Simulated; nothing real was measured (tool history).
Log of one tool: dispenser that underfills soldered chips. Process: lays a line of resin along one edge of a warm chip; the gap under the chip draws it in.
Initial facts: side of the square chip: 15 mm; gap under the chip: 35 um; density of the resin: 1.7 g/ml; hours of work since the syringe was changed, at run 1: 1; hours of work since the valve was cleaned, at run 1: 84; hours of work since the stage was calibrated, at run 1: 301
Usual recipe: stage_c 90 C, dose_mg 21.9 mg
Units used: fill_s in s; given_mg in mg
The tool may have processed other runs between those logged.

| run | hour | stage_c | dose_mg | hours of work since the syringe was changed | hours of work since the valve was cleaned | hours of work since the stage was calibrated | fill_s | given_mg |
|---|---|---|---|---|---|---|---|---|
| 1 | 0 | 90 | 21.9 | 1 | 84 | 301 | 666.5 | 20.44 |
| 2 | 7.7 | 95 | 21.9 | 7 | 90 | 306 | 758.6 | 20.48 |
|  | 14.3 | new syringe of resin |
| 3 | 16.1 | 95 | 21.9 | 1 | 97 | 313 | 552.3 | 20.26 |
| 4 | 22.6 | 95 | 21.9 | 6 | 101 | 318 | 726 | 20.32 |
|  | 29.8 | new syringe of resin |
| 5 | 29.9 | 90 | 21.9 | 0 | 107 | 323 | 631.5 | 20.08 |
| 6 | 34 | 90 | 25.1 | 3 | 110 | 326 | 739.2 | 22.76 |
| 7 | 39.6 | 90 | 25.1 | 8 | 114 | 330 | 904.9 | 22.96 |
|  | 45.4 | new syringe of resin |
| 8 | 48.9 | 90 | 21.9 | 3 | 121 | 337 | 724 | 20.1 |
|  | 50.8 | dispensing valve cleaned and set on the balance |
| 9 | 54.1 | 100 | 21.9 | 6 | 3 | 341 | 587.3 | 21.9 |
| 10 | 60.9 | 100 | 21.9 | 11 | 8 | 346 | 766.2 | 21.8 |
|  | 61.7 | new syringe of resin |
| 11 | 66.2 | 100 | 21.6 | 3 | 12 | 350 | 521.1 | 21.17 |
| 12 | 75.4 | 90 | 22.4 | 11 | 19 | 357 | 1091.7 | 22.12 |
|  | 77.2 | new syringe of resin |
| 13 | 79.9 | 102 | 21.9 | 2 | 22 | 360 | 431 | 21.48 |
| 14 | 89.4 | 90 | 21.9 | 9 | 29 | 367 | 1019.1 | 21.43 |
|  | 92.8 | new syringe of resin |
| 15 | 99.1 | 90 | 21.9 | 5 | 36 | 374 | 818.3 | 21.14 |
|  | 108.3 | new syringe of resin |
| 16 | 108.3 | 82 | 23.3 | 0 | 43 | 381 | 849.9 | 22.32 |
| 17 | 115.5 | 82 | 23.3 | 5 | 49 | 387 | 1126.1 | 22.4 |
|  | 123.6 | new syringe of resin |
| 18 | 125.4 | 82 | 23.3 | 1 | 56 | 394 | 920.1 | 22.27 |
|  | 134.4 | stage's temperature calibrated |
| 19 | 134.4 | 79 | 27.7 | 8 | 62 | 0 | 1288.5 | 26.4 |
|  | 140.4 | new syringe of resin |
| 20 | 142.9 | 102 | 19.7 | 2 | 68 | 6 | 415.8 | 18.57 |
| 21 | 150.3 | 98 | 21.1 | 8 | 74 | 12 | 636.4 | 19.92 |
|  | 156 | new syringe of resin |
| 22 | 156.1 | 99 | 21.1 | 0 | 78 | 16 | 416.5 | 19.72 |
| 23 | 165.4 | 99 | 21.1 | 7 | 85 | 23 | 625 | 19.6 |
| 24 | 170.5 | 99 | 21.1 | 11 | 89 | 27 | 758.6 | 19.79 |
|  | 171.8 | new syringe of resin |
| 25 | 177.9 | 75 | 22.5 | 5 | 95 | 33 | 1357.9 | 20.81 |
|  | 187.1 | new syringe of resin |
| 26 | 187.5 | 94 | 26.9 | 0 | 102 | 40 | 499 | 24.76 |
| 27 | 197.1 | 89 | 18.6 | 8 | 109 | 47 | 938.3 | 17.01 |

Below are 4 alternative next runs, each starting from the tool's condition after run 27. Predict each:
|  | 202.5 | new syringe of resin |
| A | 203.5 | 90 | 20.1 | 1 | 114 | 52 | ? | ? |
|  | 202.5 | new syringe of resin |
| B | 203.5 | 88 | 26.3 | 1 | 114 | 52 | ? | ? |
|  | 202.5 | new syringe of resin |
| C | 203.5 | 87 | 19.4 | 1 | 114 | 52 | ? | ? |
|  | 202.5 | new syringe of resin |
| D | 203.5 | 104 | 25.7 | 1 | 114 | 52 | ? | ? |

| run | fill_s | given_mg |
|---|---|---|
| A | 616.3 | 18.28 |
| B | 643.4 | 24.08 |
| C | 693.9 | 17.71 |
| D | 356.5 | 23.32 |
Stripped of hidden state, with their random variation kept, the same runs would have yielded:
| run | fill_s | given_mg |
|---|---|---|
| A | 570.8 | 20.07 |
| B | 604.2 | 26.43 |
| C | 640.5 | 19.43 |
| D | 335.1 | 25.6 |
